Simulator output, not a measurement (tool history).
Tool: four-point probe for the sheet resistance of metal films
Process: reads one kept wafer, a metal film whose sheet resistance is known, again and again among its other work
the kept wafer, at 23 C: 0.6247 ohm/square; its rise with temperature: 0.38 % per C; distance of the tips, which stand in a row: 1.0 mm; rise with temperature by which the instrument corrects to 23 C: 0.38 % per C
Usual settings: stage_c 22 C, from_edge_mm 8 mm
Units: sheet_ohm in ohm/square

run   hour  stage_c  from_edge_mm  sheet_ohm
  1      0       22             8   0.625534
  2   67.8       22             8   0.625159
  3  108.9       22             8   0.625144
  4  147.9       22             8   0.625176
  5    199       28             8   0.625463
  6  261.9       22            10   0.623313
  7  336.5       22            40   0.619829
  8    383       22             4   0.639915
  9  423.9       22             6   0.628656
 10    497       22            46   0.619542
 11  534.9       21             5   0.632049
 12  596.4       33            21   0.620087
 13  637.2       34            57    0.61944
 14  721.3       22            12   0.620801
 15  780.9       19             6   0.627423
 16  817.7       30            18   0.619569
 17  874.1       30            18   0.619504

Taken out of this log: 1 entry between the listed runs. Where each belongs, and how the hidden state differs across it:
Between runs 5 and 6: stage's thermometer calibrated (hour 228.8)
  inner tips' distance over the nominal, %: -0.66 -> -0.686; tips' flats over new ones', %: 62 -> 64; wafer's true temperature over the reading, C: -0.2 -> -0.03
  measured less the result without the state, sheet_ohm: -0.004974 -> -0.004732 ohm/square
